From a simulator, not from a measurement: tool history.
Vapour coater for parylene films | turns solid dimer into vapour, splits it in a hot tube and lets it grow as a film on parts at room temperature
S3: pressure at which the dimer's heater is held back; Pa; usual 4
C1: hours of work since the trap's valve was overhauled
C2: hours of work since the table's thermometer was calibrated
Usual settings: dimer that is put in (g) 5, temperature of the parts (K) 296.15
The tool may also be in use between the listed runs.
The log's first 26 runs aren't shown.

Run 27, hour 331.3: usual settings but dimer that is put in (g) 6, temperature of the parts (K) 294.15, S3 6.93 Pa; C1 345; C2 492. Result: thickness of the film (um) 2.88.
Run 28, hour 346.5: usual settings but dimer that is put in (g) 4, temperature of the parts (K) 294.15, S3 6.93 Pa; C1 353; C2 500. Result: thickness of the film (um) 1.87.
Run 29, hour 359.9: usual settings but dimer that is put in (g) 3, temperature of the parts (K) 294.15, S3 4.77 Pa; C1 360; C2 506. Result: thickness of the film (um) 1.53.
Run 30, hour 367.2: usual settings but temperature of the parts (K) 297.15, S3 4.74 Pa; C1 363; C2 510. Result: thickness of the film (um) 2.29.
Run 31, hour 375.3: usual settings but dimer that is put in (g) 2; C1 368; C2 514. Result: thickness of the film (um) 1.
Run 32, hour 387.9: usual settings but dimer that is put in (g) 4, temperature of the parts (K) 292.15; C1 374; C2 520. Result: thickness of the film (um) 2.33.
Run 33, hour 399.7: usual settings but dimer that is put in (g) 4, temperature of the parts (K) 292.15, S3 2.14 Pa; C1 380; C2 526. Result: thickness of the film (um) 2.67.
Run 34, hour 407.8: usual settings but temperature of the parts (K) 292.15, S3 4.76 Pa; C1 384; C2 530. Result: thickness of the film (um) 2.79.
Run 35, hour 424.7: usual settings but temperature of the parts (K) 301.15, S3 4.99 Pa; C1 392; C2 539. Result: thickness of the film (um) 1.91.
Run 36, hour 437.2: usual settings but temperature of the parts (K) 301.15, S3 4.99 Pa; C1 399; C2 545. Result: thickness of the film (um) 1.9.
Run 37, hour 448.1: usual settings but temperature of the parts (K) 301.15, S3 4.99 Pa; C1 404; C2 551. Result: thickness of the film (um) 1.91.
Run 38, hour 455.7: usual settings but temperature of the parts (K) 301.15, S3 4.99 Pa; C1 408; C2 554. Result: thickness of the film (um) 1.89.
Run 39, hour 473.2: usual settings but dimer that is put in (g) 8, temperature of the parts (K) 298.15; C1 417; C2 563. Result: thickness of the film (um) 3.6.
Run 40, hour 481.2: usual settings but dimer that is put in (g) 8, temperature of the parts (K) 298.15; C1 421; C2 567. Result: thickness of the film (um) 3.64.
Run 41, hour 494.2: usual settings but temperature of the parts (K) 306.15, S3 6.95 Pa; C1 427; C2 574. Result: thickness of the film (um) 1.45.
Run 42, hour 504.9: usual settings but dimer that is put in (g) 7; C1 433; C2 579. Result: thickness of the film (um) 3.45.
Run 43, hour 520.2: usual settings but dimer that is put in (g) 7; C1 440; C2 587. Result: thickness of the film (um) 3.44.
Run 44, hour 528.2: usual settings but dimer that is put in (g) 4, temperature of the parts (K) 306.15, S3 3.63 Pa; C1 444; C2 591. Result: thickness of the film (um) 1.33.
Run 45, hour 541.7: usual settings but dimer that is put in (g) 4, temperature of the parts (K) 306.15, S3 3.63 Pa; C1 451; C2 598. Result: thickness of the film (um) 1.31.
Run 46, hour 551.2: usual settings but dimer that is put in (g) 3, temperature of the parts (K) 306.15, S3 10.78 Pa; C1 456; C2 602. Result: thickness of the film (um) 0.79.
Run 47, hour 564.8: usual settings but dimer that is put in (g) 3, temperature of the parts (K) 294.15, S3 6.06 Pa; C1 463; C2 609. Result: thickness of the film (um) 1.46.

Forecast each of these 4 alternatives for the next run:
Run A, hour 576.2: usual settings but temperature of the parts (K) 304.15; C1 468; C2 615. Result: thickness of the film (um) ?.
Run B, hour 576.2: usual settings but dimer that is put in (g) 4, temperature of the parts (K) 289.15, S3 7.44 Pa; C1 468; C2 615. Result: thickness of the film (um) ?.
Run C, hour 576.2: usual settings but dimer that is put in (g) 7, temperature of the parts (K) 303.15; C1 468; C2 615. Result: thickness of the film (um) ?.
Run D, hour 576.2: usual settings but dimer that is put in (g) 7, temperature of the parts (K) 298.15, S3 8.26 Pa; C1 468; C2 615. Result: thickness of the film (um) ?.

run  thickness of the film (um)
  A                        1.75
  B                         2.3
  C                        2.59
  D                        2.68
Without the tool's hidden state the same runs would have given:
run  thickness of the film (um)
  A                        1.86
  B                        2.44
  C                        2.75
  D                        2.85
